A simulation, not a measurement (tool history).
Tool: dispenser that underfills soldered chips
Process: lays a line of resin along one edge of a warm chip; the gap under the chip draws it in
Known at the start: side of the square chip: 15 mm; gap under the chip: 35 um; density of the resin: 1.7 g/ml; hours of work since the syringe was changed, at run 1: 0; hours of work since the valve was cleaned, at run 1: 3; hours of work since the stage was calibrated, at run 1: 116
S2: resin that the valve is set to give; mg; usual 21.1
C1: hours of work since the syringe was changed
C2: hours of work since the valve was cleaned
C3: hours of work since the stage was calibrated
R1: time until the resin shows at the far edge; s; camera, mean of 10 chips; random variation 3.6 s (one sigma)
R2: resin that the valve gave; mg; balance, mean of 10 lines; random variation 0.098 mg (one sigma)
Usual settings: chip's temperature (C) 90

Run 1, hour 0: usual settings; C1 0; C2 3; C3 116. Result: R1 375.3 s, R2 21.05 mg.
Run 2, hour 8.9: usual settings but chip's temperature (C) 81; C1 7; C2 10; C3 123. Result: R1 768.8 s, R2 20.78 mg.
At hour 13: new syringe of resin.
Run 3, hour 17.6: usual settings but chip's temperature (C) 81; C1 4; C2 17; C3 129. Result: R1 609.9 s, R2 20.75 mg.
At hour 26.8: new syringe of resin.
Run 4, hour 26.8: usual settings; C1 0; C2 24; C3 137. Result: R1 366.9 s, R2 20.47 mg.
At hour 40.1: new syringe of resin.
Run 5, hour 42.4: usual settings but chip's temperature (C) 82; C1 2; C2 36; C3 149. Result: R1 516.7 s, R2 20.15 mg.
Run 6, hour 51.8: usual settings but S2 23.4 mg; C1 9; C2 44; C3 156. Result: R1 661.5 s, R2 22.31 mg.
At hour 54: new syringe of resin.
Run 7, hour 62.9: usual settings but S2 23.4 mg; C1 7; C2 52; C3 165. Result: R1 571.5 s, R2 22.07 mg.
At hour 67.2: new syringe of resin.
Run 8, hour 73: usual settings but S2 23.4 mg; C1 5; C2 60; C3 173. Result: R1 498.1 s, R2 21.91 mg.
At hour 81: new syringe of resin.
Run 9, hour 82.4: usual settings but S2 23.4 mg; C1 1; C2 67; C3 180. Result: R1 394.3 s, R2 21.73 mg.
Run 10, hour 92.5: usual settings but S2 23.4 mg; C1 9; C2 75; C3 188. Result: R1 651.1 s, R2 21.64 mg.
At hour 94.9: new syringe of resin.
Run 11, hour 106.6: usual settings but S2 23.4 mg; C1 9; C2 86; C3 199. Result: R1 659.4 s, R2 21.51 mg.
At hour 108.7: new syringe of resin.
At hour 117: dispensing valve cleaned and set on the balance.
At hour 123.1: new syringe of resin.
Run 12, hour 123.8: usual settings; C1 1; C2 5; C3 211. Result: R1 384.8 s, R2 21.04 mg.
Run 13, hour 130.5: usual settings; C1 6; C2 11; C3 217. Result: R1 537.5 s, R2 20.86 mg.
At hour 136.3: new syringe of resin.
Run 14, hour 141.9: usual settings but S2 25.9 mg; C1 4; C2 19; C3 226. Result: R1 489.2 s, R2 25.73 mg.
At hour 150.5: new syringe of resin.
Run 15, hour 155.3: usual settings but S2 25.9 mg; C1 4; C2 30; C3 236. Result: R1 481.3 s, R2 25.16 mg.
Run 16, hour 162.2: usual settings but S2 25.9 mg; C1 9; C2 35; C3 242. Result: R1 683.3 s, R2 25 mg.
At hour 163.7: new syringe of resin.
At hour 177.8: new syringe of resin.
Run 17, hour 178.1: usual settings but S2 18.3 mg; C1 0; C2 48; C3 254. Result: R1 398 s, R2 17.58 mg.
At hour 191.5: new syringe of resin.
Run 18, hour 193.8: usual settings but chip's temperature (C) 80; C1 2; C2 60; C3 266. Result: R1 580.8 s, R2 20.11 mg.
Run 19, hour 203.9: usual settings but chip's temperature (C) 80; C1 10; C2 68; C3 274. Result: R1 933 s, R2 19.82 mg.
At hour 205.7: new syringe of resin.
Run 20, hour 213: usual settings but chip's temperature (C) 80; C1 6; C2 75; C3 281. Result: R1 753 s, R2 19.55 mg.
At hour 218.9: new syringe of resin.
Run 21, hour 224.4: usual settings but chip's temperature (C) 80; C1 4; C2 84; C3 290. Result: R1 675.4 s, R2 19.61 mg.
At hour 232.1: new syringe of resin.
Run 22, hour 232.1: usual settings but chip's temperature (C) 95; C1 0; C2 90; C3 296. Result: R1 340.9 s, R2 19.5 mg.
At hour 237.9: dispensing valve cleaned and set on the balance.
Run 23, hour 245.7: usual settings but chip's temperature (C) 101, S2 25.1 mg; C1 10; C2 6; C3 306. Result: R1 525.2 s, R2 25.1 mg.
At hour 247: new syringe of resin.
Run 24, hour 257.4: usual settings but chip's temperature (C) 102, S2 21.5 mg; C1 8; C2 15; C3 315. Result: R1 459.1 s, R2 21.1 mg.
At hour 260.9: new syringe of resin.
At hour 267.7: stage's temperature calibrated.
Run 25, hour 273.8: usual settings but chip's temperature (C) 103, S2 25 mg; C1 10; C2 27; C3 5. Result: R1 448.7 s, R2 24.36 mg.
At hour 275.9: new syringe of resin.
Run 26, hour 284.7: usual settings but chip's temperature (C) 91, S2 23.1 mg; C1 7; C2 36; C3 13. Result: R1 533.7 s, R2 22.17 mg.
At hour 289.6: new syringe of resin.
Run 27, hour 291.6: usual settings but chip's temperature (C) 91, S2 23.1 mg; C1 2; C2 41; C3 19. Result: R1 383.2 s, R2 22.11 mg.
Run 28, hour 300: usual settings but S2 20 mg; C1 8; C2 48; C3 25. Result: R1 614 s, R2 19.05 mg.
At hour 302.9: new syringe of resin.
Run 29, hour 309.2: usual settings but S2 20 mg; C1 5; C2 55; C3 32. Result: R1 508.1 s, R2 18.91 mg.
At hour 316.4: new syringe of resin.
Run 30, hour 316.4: usual settings but S2 20 mg; C1 0; C2 60; C3 38. Result: R1 364.7 s, R2 19.06 mg.

Run 31 comes next. What will it give?
Run 31, hour 322.9: usual settings but S2 20 mg; C1 5; C2 66; C3 43. Result: R1 ?, R2 ?.

R1: 524.8 s
R2: 18.68 mg
Without the tool's hidden state the same run would have given R1 368.8 s, R2 19.91 mg.
